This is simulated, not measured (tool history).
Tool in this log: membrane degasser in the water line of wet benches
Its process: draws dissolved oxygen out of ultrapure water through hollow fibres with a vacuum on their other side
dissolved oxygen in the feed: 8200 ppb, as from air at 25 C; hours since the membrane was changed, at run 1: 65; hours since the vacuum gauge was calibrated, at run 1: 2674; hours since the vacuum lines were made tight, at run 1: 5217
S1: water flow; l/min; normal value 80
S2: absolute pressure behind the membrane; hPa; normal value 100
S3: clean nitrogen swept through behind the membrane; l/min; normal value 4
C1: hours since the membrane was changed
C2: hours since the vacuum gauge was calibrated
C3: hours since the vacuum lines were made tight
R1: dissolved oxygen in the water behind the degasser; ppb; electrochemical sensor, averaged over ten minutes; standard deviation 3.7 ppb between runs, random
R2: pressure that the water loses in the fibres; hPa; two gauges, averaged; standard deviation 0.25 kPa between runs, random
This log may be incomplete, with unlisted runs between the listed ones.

Run 1, hour 0: usual settings; C1 65; C2 2674; C3 5217. Result: R1 379.9 ppb, R2 655.2 hPa.
Run 2, hour 143: usual settings; C1 208; C2 2817; C3 5360. Result: R1 378.2 ppb, R2 652.7 hPa.
Run 3, hour 372.5: usual settings; C1 437; C2 3046; C3 5590. Result: R1 381.5 ppb, R2 656.1 hPa.
Run 4, hour 561.9: usual settings; C1 626; C2 3235; C3 5779. Result: R1 373.9 ppb, R2 658 hPa.
Run 5, hour 691.3: usual settings but S2 132 hPa; C1 756; C2 3365; C3 5909. Result: R1 500.5 ppb, R2 659.9 hPa.
Run 6, hour 919.2: usual settings but S1 103 l/min, S2 132 hPa; C1 984; C2 3593; C3 6136. Result: R1 704.6 ppb, R2 847.4 hPa.
Run 7, hour 1115.9: usual settings but S1 103 l/min, S2 132 hPa; C1 1181; C2 3789; C3 6333. Result: R1 702.3 ppb, R2 849.8 hPa.
Run 8, hour 1347.3: usual settings but S1 91 l/min; C1 1412; C2 4021; C3 6565. Result: R1 460.8 ppb, R2 745.8 hPa.
Run 9, hour 1498.3: usual settings but S1 63 l/min; C1 1563; C2 4172; C3 6716. Result: R1 280.5 ppb, R2 517 hPa.
Run 10, hour 1652.7: usual settings; C1 1717; C2 4326; C3 6870. Result: R1 388.4 ppb, R2 655.2 hPa.
Run 11, hour 1891.3: usual settings but S2 90 hPa; C1 1956; C2 4565; C3 7109. Result: R1 345.8 ppb, R2 661.7 hPa.
At hour 1904.2: vacuum gauge calibrated.
Run 12, hour 1998.8: usual settings but S2 90 hPa; C1 2063; C2 95; C3 7215. Result: R1 343.5 ppb, R2 661.9 hPa.
Run 13, hour 2205.2: usual settings but S2 90 hPa; C1 2269; C2 301; C3 7422. Result: R1 346.4 ppb, R2 662.7 hPa.
Run 14, hour 2345.6: usual settings but S3 1.65 l/min; C1 2410; C2 441; C3 7562. Result: R1 703.9 ppb, R2 660.3 hPa.
At hour 2359.6: vacuum gauge calibrated, once more.
Run 15, hour 2523.4: usual settings but S3 4.91 l/min; C1 2587; C2 164; C3 7740. Result: R1 321.2 ppb, R2 666.2 hPa.
Run 16, hour 2621: usual settings but S3 4.91 l/min; C1 2685; C2 261; C3 7837. Result: R1 332.6 ppb, R2 663.9 hPa.
Run 17, hour 2828.4: usual settings but S1 75 l/min, S2 128 hPa, S3 3.17 l/min; C1 2892; C2 469; C3 8045. Result: R1 543 ppb, R2 620.7 hPa.
At hour 2969.4: seals of the vacuum lines changed.
Run 18, hour 3006.9: usual settings but S1 113 l/min, S2 234 hPa, S3 3.84 l/min; C1 3068; C2 645; C3 38. Result: R1 1301 ppb, R2 941.2 hPa.
Run 19, hour 3202.1: usual settings but S1 62 l/min, S2 63 hPa, S3 2.76 l/min; C1 3264; C2 841; C3 233. Result: R1 187.7 ppb, R2 518.2 hPa.
Run 20, hour 3382.8: usual settings but S1 59 l/min, S2 105 hPa, S3 1.66 l/min; C1 3444; C2 1021; C3 413. Result: R1 534.8 ppb, R2 489.1 hPa.
Run 21, hour 3525.8: usual settings but S1 115 l/min, S2 177 hPa, S3 1.71 l/min; C1 3587; C2 1164; C3 556. Result: R1 1637.4 ppb, R2 957.1 hPa.
Run 22, hour 3731.8: usual settings but S1 107 l/min, S2 115 hPa, S3 9.46 l/min; C1 3793; C2 1370; C3 762. Result: R1 415.4 ppb, R2 894.1 hPa.
Run 23, hour 3944.9: usual settings but S1 100 l/min, S2 221 hPa, S3 2.87 l/min; C1 4006; C2 1583; C3 976. Result: R1 1336.2 ppb, R2 837.9 hPa.
Run 24, hour 4105.5: usual settings but S1 101 l/min, S2 167 hPa, S3 11.52 l/min; C1 4167; C2 1744; C3 1136. Result: R1 446.8 ppb, R2 845.6 hPa.
Run 25, hour 4312: usual settings but S2 194 hPa, S3 2.75 l/min; C1 4374; C2 1950; C3 1343. Result: R1 990.2 ppb, R2 669.9 hPa.
Run 26, hour 4479.7: usual settings but S2 194 hPa, S3 2.75 l/min; C1 4541; C2 2118; C3 1510. Result: R1 991.5 ppb, R2 671.3 hPa.

How the hidden state differs across the entries between the runs, from the last listed run before each to the first after it:
Between runs 11 and 12: vacuum gauge calibrated (hour 1904.2)
  true pressure behind the membrane over the reading, kPa: 0.2 -> 0.23; air that leaks in behind the membrane, l/min: 0.0206 -> 0.0209
  difference, measured minus the result without the unlogged condition, R1: +13 -> +14.2 ppb; R2: +6.4 -> +6.7 hPa
Between runs 14 and 15: vacuum gauge calibrated, once more (hour 2359.6)
  membrane still open, %: 98.8 -> 98.7; true pressure behind the membrane over the reading, kPa: 0.24 -> 0.01; air that leaks in behind the membrane, l/min: 0.0218 -> 0.0222
  difference, measured minus the result without the unlogged condition, R1: +24 -> +6 ppb; R2: +7.8 -> +8.4 hPa
Between runs 17 and 18: seals of the vacuum lines changed (hour 2969.4)
  membrane still open, %: 98.6 -> 98.5; true pressure behind the membrane over the reading, kPa: 0.02 -> 0.03; air that leaks in behind the membrane, l/min: 0.023 -> 0.0012
  difference, measured minus the result without the unlogged condition, R1: +7.2 -> +10.9 ppb; R2: +8.8 -> +14.1 hPa
